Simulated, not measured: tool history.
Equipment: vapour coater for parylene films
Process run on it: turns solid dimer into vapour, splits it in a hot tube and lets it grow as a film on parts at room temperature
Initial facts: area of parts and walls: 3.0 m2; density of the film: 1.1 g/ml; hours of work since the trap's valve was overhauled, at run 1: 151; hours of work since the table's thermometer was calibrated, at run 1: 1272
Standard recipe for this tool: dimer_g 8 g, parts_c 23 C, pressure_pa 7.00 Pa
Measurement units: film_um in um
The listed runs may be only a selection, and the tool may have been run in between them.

run    hour  dimer_g  parts_c  pressure_pa  hours of work since the trap's valve was overhauled  hours of work since the table's thermometer was calibrated  film_um
  1     0.0        8       23         7.00                                                  151                                                        1272     1.34
  2    70.3        8       23         7.00                                                  179                                                        1301     1.35
  3   139.1        7       23         7.00                                                  207                                                        1328     1.17
  4   174.4        7       23         7.00                                                  221                                                        1343     1.12
  5   221.6        7       23         7.00                                                  240                                                        1361     1.12
  6   285.7        7       23         7.00                                                  266                                                        1387     1.14
  7   331.9        7       23         7.00                                                  284                                                        1406     1.10
  8   397.5        7       23         7.00                                                  310                                                        1432     1.11
  9   452.9        8       23         7.00                                                  333                                                        1454     1.20
      467.9  -- trap's valve overhauled
 10   495.0        8       23         7.00                                                   11                                                        1470     1.37
 11   565.3        8       23         7.00                                                   39                                                        1498     1.38
 12   628.4        8       22         7.00                                                   65                                                        1523     1.39
 13   697.6       14       22         7.00                                                   92                                                        1551     2.46
 14   766.8        7       32         7.00                                                  120                                                        1579     0.97
 15   851.1       13       30         7.89                                                  154                                                        1613     1.82
 16   924.7       13       22         8.98                                                  184                                                        1642     2.07
 17   998.2        8       33         7.00                                                  213                                                        1672     1.04
 18  1075.2        8       33         7.00                                                  244                                                        1703     1.04
 19  1130.7        6       15        11.67                                                  266                                                        1725     1.03
 20  1170.7        3       23         4.27                                                  282                                                        1741     0.53
     1248.3  -- table's thermometer calibrated
 21  1255.0        7       23         7.00                                                  316                                                           3     1.11
     1312.4  -- trap's valve overhauled
 22  1327.5        7       35        11.32                                                    6                                                          30     0.91
 23  1405.2        4       23         8.96                                                   37                                                          61     0.67
 24  1461.9        4       31         4.59                                                   60                                                          84     0.62
 25  1530.0        4       31         4.59                                                   87                                                         112     0.62

Describe how what the log doesn't record of the tool's condition differs between the last listed run preceding each entry between runs and the first listed run following it.
Runs 9 to 10: trap's valve overhauled (hour 467.9)
  vapour lost through the trap's worn valve, %: 14.1 -> 0.7
  measured less the result without the state, film_um: -0.23 -> -0.04 um
Runs 20 to 21: table's thermometer calibrated (hour 1248.3)
  vapour lost through the trap's worn valve, %: 11.9 -> 13.2; true temperature of the parts over the reading, C: 1.13 -> -0.21
  measured less the result without the state, film_um: -0.08 -> -0.16 um
Runs 21 to 22: trap's valve overhauled (hour 1312.4)
  vapour lost through the trap's worn valve, %: 13.2 -> 1.1; true temperature of the parts over the reading, C: -0.21 -> -0.19
  measured less the result without the state, film_um: -0.16 -> -0.01 um
